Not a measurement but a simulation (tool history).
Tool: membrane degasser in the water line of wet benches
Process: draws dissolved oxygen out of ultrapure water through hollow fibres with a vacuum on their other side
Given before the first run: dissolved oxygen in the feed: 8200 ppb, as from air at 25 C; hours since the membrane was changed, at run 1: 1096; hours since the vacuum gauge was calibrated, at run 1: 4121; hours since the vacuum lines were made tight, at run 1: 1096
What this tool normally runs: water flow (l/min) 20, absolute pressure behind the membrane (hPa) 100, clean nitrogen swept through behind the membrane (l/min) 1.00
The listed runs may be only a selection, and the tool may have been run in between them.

run,day,water flow (l/min),absolute pressure behind the membrane (hPa),clean nitrogen swept through behind the membrane (l/min),hours since the membrane was changed,hours since the vacuum gauge was calibrated,hours since the vacuum lines were made tight,dissolved oxygen in the water behind the degasser (ppb),pressure that the water loses in the fibres (hPa)
1,0.000,20,100,1.00,1096,4121,1096,330.1,487.0
2,5.642,17,100,1.00,1232,4256,1232,279.9,417.6
3,14.692,17,100,1.00,1449,4473,1449,281.7,420.3
4,22.558,20,100,1.00,1638,4662,1638,328.9,494.3
5,29.508,20,100,1.00,1805,4829,1805,326.4,492.8
6,34.962,20,100,1.00,1935,4960,1935,331.9,492.8
7,45.812,20,100,1.00,2196,5220,2196,335.4,493.3
8,50.538,20,100,1.00,2309,5333,2309,338.7,494.1
9,62.242,20,100,1.00,2590,5614,2590,339.9,503.0
10,71.346,20,100,1.00,2809,5833,2809,341.0,500.2
11,81.954,20,100,1.00,3063,6087,3063,339.7,500.7
12,88.950,20,100,1.00,3231,6255,3231,341.7,502.7
13,96.512,20,100,1.00,3413,6437,3413,344.5,507.7
14,107.588,20,100,1.00,3678,6703,3678,339.0,503.3
15,116.171,20,100,1.00,3884,6909,3884,342.1,504.0
16,120.904,20,72,1.00,3998,7022,3998,225.8,502.5
17,127.671,20,247,1.00,4160,7185,4160,911.3,508.8
# day 132.233: vacuum gauge calibrated
18,135.275,20,181,1.00,4342,73,4342,639.8,508.8
19,145.838,25,61,1.00,4596,326,4596,213.7,632.4
20,153.317,25,61,1.00,4775,506,4775,214.9,636.5
21,160.175,25,61,1.00,4940,671,4940,215.4,638.6
22,168.571,25,61,1.00,5142,872,5142,218.0,638.9
# day 169.621: seals of the vacuum lines changed
23,176.842,15,100,0.96,5338,1069,173,246.8,385.3
24,184.258,19,236,2.50,5516,1247,351,376.2,487.0
25,195.371,20,100,0.90,5783,1513,618,353.5,509.3
26,200.712,20,100,0.90,5911,1641,746,352.2,517.5
27,211.208,13,100,1.93,6163,1893,998,114.3,338.5
28,220.100,16,100,0.55,6376,2107,1211,421.3,412.0
29,227.996,16,100,0.55,6566,2296,1401,421.0,417.8
30,239.054,16,100,0.55,6831,2562,1666,427.1,416.1
31,245.421,16,100,0.55,6984,2714,1819,425.0,420.1
32,257.221,16,97,1.32,7267,2998,2102,199.4,415.8

Hidden state or all else? Some run-to-run changes of dissolved oxygen in the water behind the degasser (ppb), split into what the settings, what came in and random variation would give without the hidden state, and what is left for the hidden state (with any gauge scatter that isn't in both results):
Hidden state at play: membrane still open, %; true pressure behind the membrane over the reading, kPa; air that leaks in behind the membrane, l/min; drift of the gauge itself on oxygen_ppb, %; drift of the gauge itself on loss_of_pressure_kpa, %.
Run 16 -> 17: absolute pressure behind the membrane (hPa) 72 -> 247. dissolved oxygen in the water behind the degasser (ppb) +685.5: hidden state -0.9, all else +686.4.
Run 17 -> 18: absolute pressure behind the membrane (hPa) 247 -> 181, vacuum gauge calibrated. dissolved oxygen in the water behind the degasser (ppb) -271.5: hidden state -26.5, all else -245.0.
Run 18 -> 19: water flow (l/min) 20 -> 25, absolute pressure behind the membrane (hPa) 181 -> 61. dissolved oxygen in the water behind the degasser (ppb) -426.1: hidden state +6.7, all else -432.8.
Run 22 -> 23: water flow (l/min) 25 -> 15, absolute pressure behind the membrane (hPa) 61 -> 100, clean nitrogen swept through behind the membrane (l/min) 1.00 -> 0.96, seals of the vacuum lines changed. dissolved oxygen in the water behind the degasser (ppb) +28.8: hidden state -14.2, all else +43.0.
Run 27 -> 28: water flow (l/min) 13 -> 16, clean nitrogen swept through behind the membrane (l/min) 1.93 -> 0.55. dissolved oxygen in the water behind the degasser (ppb) +307.0: hidden state +12.1, all else +294.9.
